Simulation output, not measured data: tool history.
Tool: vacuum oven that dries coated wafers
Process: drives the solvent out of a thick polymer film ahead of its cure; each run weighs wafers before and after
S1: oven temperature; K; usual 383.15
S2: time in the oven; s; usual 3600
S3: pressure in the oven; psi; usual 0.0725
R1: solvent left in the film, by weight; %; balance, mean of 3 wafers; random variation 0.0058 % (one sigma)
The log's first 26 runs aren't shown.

run,hour,S1,S2,S3,R1
27,1930.8,383.15,2220,0.0587,2.552
28,1987.3,386.15,4200,0.2099,1.03
29,2079.7,386.15,4200,0.2099,1.026
# hour 2116.3: oven's thermocouples calibrated
30,2186.8,371.15,3780,0.0786,2.58
31,2249.4,383.15,2160,0.107,2.809
32,2308.9,391.15,4140,0.0506,0.312
33,2363.7,391.15,4140,0.0506,0.312
34,2434.2,397.15,6180,0.0876,0.204
35,2503.9,397.15,6180,0.0876,0.204
36,2579.9,381.15,4080,0.0876,1.057
37,2668.4,383.15,3600,0.0409,0.97

4 ways to go on from here, each from the tool as it stands after run 37. What would each give?
A,2734.7,383.15,3600,0.2316,?
B,2734.7,388.15,6000,0.0815,?
C,2734.7,387.15,3600,0.0582,?
D,2734.7,379.15,3780,0.1468,?

run,R1
A,1.638
B,0.29
C,0.691
D,1.682
Without the tool's hidden state the same runs would have given:
run,R1
A,1.638
B,0.29
C,0.691
D,1.681
